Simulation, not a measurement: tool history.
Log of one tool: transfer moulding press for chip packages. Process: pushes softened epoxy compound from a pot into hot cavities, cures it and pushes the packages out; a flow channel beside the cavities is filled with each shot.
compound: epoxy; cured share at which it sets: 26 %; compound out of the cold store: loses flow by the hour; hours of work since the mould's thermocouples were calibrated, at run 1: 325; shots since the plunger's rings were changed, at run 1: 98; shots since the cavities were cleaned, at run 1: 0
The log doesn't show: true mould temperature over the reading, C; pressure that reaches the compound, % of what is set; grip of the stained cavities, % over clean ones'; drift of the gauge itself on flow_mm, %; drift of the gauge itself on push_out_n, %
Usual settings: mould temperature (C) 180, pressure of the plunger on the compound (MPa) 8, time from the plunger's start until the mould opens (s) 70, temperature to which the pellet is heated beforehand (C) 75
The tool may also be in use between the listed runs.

| run | hour | mould temperature (C) | pressure of the plunger on the compound (MPa) | time from the plunger's start until the mould opens (s) | temperature to which the pellet is heated beforehand (C) | hours of work since the mould's thermocouples were calibrated | shots since the plunger's rings were changed | shots since the cavities were cleaned | incoming compound's hours out of the cold store | length that the compound runs in the flow channel (mm) | greatest force on the pins that push the packages out (N) |
|---|---|---|---|---|---|---|---|---|---|---|---|
| 1 | 0 | 180 | 8 | 70 | 75 | 325 | 98 | 0 | 23.1 | 805 | 633 |
|  | 68.2 | cavities cleaned with cleaning compound and waxed |
| 2 | 77.7 | 180 | 8 | 70 | 75 | 375 | 1300 | 151 | 12.4 | 829 | 781 |
|  | 86 | mould's thermocouples calibrated |
|  | 134.8 | cavities cleaned with cleaning compound and waxed |
| 3 | 170 | 180 | 8 | 70 | 75 | 54 | 2699 | 554 | 42.8 | 685 | 974 |
|  | 198.3 | cavities cleaned with cleaning compound and waxed |
| 4 | 243.7 | 180 | 8 | 70 | 75 | 101 | 3838 | 715 | 46.4 | 652 | 1044 |
|  | 263 | cavities cleaned with cleaning compound and waxed |
|  | 330.4 | cavities cleaned with cleaning compound and waxed |
| 5 | 335.2 | 185 | 8 | 70 | 75 | 158 | 5234 | 76 | 13.9 | 771 | 613 |
|  | 370.2 | plunger's sealing rings changed |
|  | 393.5 | cavities cleaned with cleaning compound and waxed |
| 6 | 395.9 | 180 | 8 | 53 | 75 | 195 | 382 | 37 | 12.6 | 853 | 1418 |
|  | 461.3 | cavities cleaned with cleaning compound and waxed |
| 7 | 477.3 | 180 | 8 | 79 | 75 | 247 | 1642 | 253 | 44.3 | 688 | 740 |
|  | 521.2 | cavities cleaned with cleaning compound and waxed |
| 8 | 530.3 | 180 | 8 | 102 | 75 | 281 | 2454 | 142 | 30.7 | 746 | 605 |
|  | 584.1 | cavities cleaned with cleaning compound and waxed |
| 9 | 635.4 | 180 | 8 | 75 | 75 | 348 | 4089 | 810 | 12.8 | 813 | 980 |
|  | 646.7 | cavities cleaned with cleaning compound and waxed |
|  | 684.7 | mould's thermocouples calibrated |
|  | 712.3 | cavities cleaned with cleaning compound and waxed |
| 10 | 712.3 | 180 | 8 | 75 | 75 | 17 | 5221 | 0 | 16.2 | 793 | 570 |
|  | 749.8 | plunger's sealing rings changed |
| 11 | 756.9 | 180 | 8 | 75 | 75 | 44 | 113 | 665 | 38.2 | 714 | 945 |
|  | 779.3 | cavities cleaned with cleaning compound and waxed |
| 12 | 810.3 | 180 | 8 | 75 | 75 | 78 | 931 | 489 | 43.6 | 694 | 871 |
|  | 839.3 | cavities cleaned with cleaning compound and waxed |
| 13 | 872.9 | 180 | 8 | 75 | 75 | 118 | 1894 | 530 | 30.6 | 748 | 927 |
|  | 903.5 | cavities cleaned with cleaning compound and waxed |
|  | 964.7 | cavities cleaned with cleaning compound and waxed |
| 14 | 973.2 | 182 | 6.35 | 66 | 81 | 181 | 3428 | 134 | 25.2 | 671 | 785 |
|  | 1031.2 | cavities cleaned with cleaning compound and waxed |
| 15 | 1041.1 | 182 | 6.35 | 66 | 81 | 225 | 4475 | 156 | 16.6 | 705 | 854 |
|  | 1094.1 | cavities cleaned with cleaning compound and waxed |
| 16 | 1097.4 | 182 | 6.35 | 66 | 81 | 260 | 5340 | 53 | 17.3 | 693 | 656 |
|  | 1126.6 | plunger's sealing rings changed |
|  | 1158.6 | cavities cleaned with cleaning compound and waxed |
| 17 | 1191.1 | 173 | 6.35 | 83 | 81 | 319 | 993 | 512 | 24.2 | 711 | 1044 |
|  | 1221.8 | cavities cleaned with cleaning compound and waxed |
|  | 1283.6 | cavities cleaned with cleaning compound and waxed |
|  | 1292 | mould's thermocouples calibrated |
| 18 | 1300.6 | 173 | 6.35 | 83 | 81 | 6 | 2640 | 236 | 17.7 | 742 | 944 |
|  | 1345.5 | cavities cleaned with cleaning compound and waxed |
| 19 | 1347.7 | 173 | 6.35 | 83 | 81 | 35 | 3360 | 35 | 39.8 | 628 | 670 |
|  | 1405.3 | cavities cleaned with cleaning compound and waxed |
| 20 | 1412.6 | 180 | 8 | 70 | 79 | 77 | 4360 | 116 | 11.4 | 822 | 781 |
|  | 1468.3 | cavities cleaned with cleaning compound and waxed |
|  | 1503.5 | plunger's sealing rings changed |
| 21 | 1506.9 | 187 | 9.99 | 70 | 75 | 135 | 53 | 570 | 42.9 | 757 | 812 |
|  | 1531.7 | cavities cleaned with cleaning compound and waxed |
|  | 1598.9 | cavities cleaned with cleaning compound and waxed |
| 22 | 1614.3 | 175 | 9.5 | 65 | 83 | 203 | 1699 | 242 | 25.3 | 860 | 1444 |
|  | 1659.9 | cavities cleaned with cleaning compound and waxed |
| 23 | 1710.1 | 185 | 7.02 | 81 | 84 | 265 | 3187 | 791 | 20 | 719 | 806 |
|  | 1726.1 | cavities cleaned with cleaning compound and waxed |
| 24 | 1782.3 | 185 | 7.31 | 81 | 82 | 311 | 4301 | 886 | 45.2 | 619 | 833 |

Forecast each of these 3 alternatives for the next run:
|  | 1790.2 | cavities cleaned with cleaning compound and waxed |
| A | 1844.7 | 185 | 8 | 61 | 84 | 351 | 5261 | 858 | 47.7 | ? | ? |
|  | 1790.2 | cavities cleaned with cleaning compound and waxed |
| B | 1844.7 | 188 | 8 | 70 | 75 | 351 | 5261 | 858 | 36.9 | ? | ? |
|  | 1790.2 | cavities cleaned with cleaning compound and waxed |
| C | 1844.7 | 185 | 6.14 | 81 | 84 | 351 | 5261 | 858 | 28.4 | ? | ? |

| run | length that the compound runs in the flow channel (mm) | greatest force on the pins that push the packages out (N) |
|---|---|---|
| A | 613 | 980 |
| B | 657 | 837 |
| C | 628 | 786 |
Without the tool's hidden state the same runs would have given:
| run | length that the compound runs in the flow channel (mm) | greatest force on the pins that push the packages out (N) |
|---|---|---|
| A | 660 | 569 |
| B | 707 | 472 |
| C | 675 | 445 |
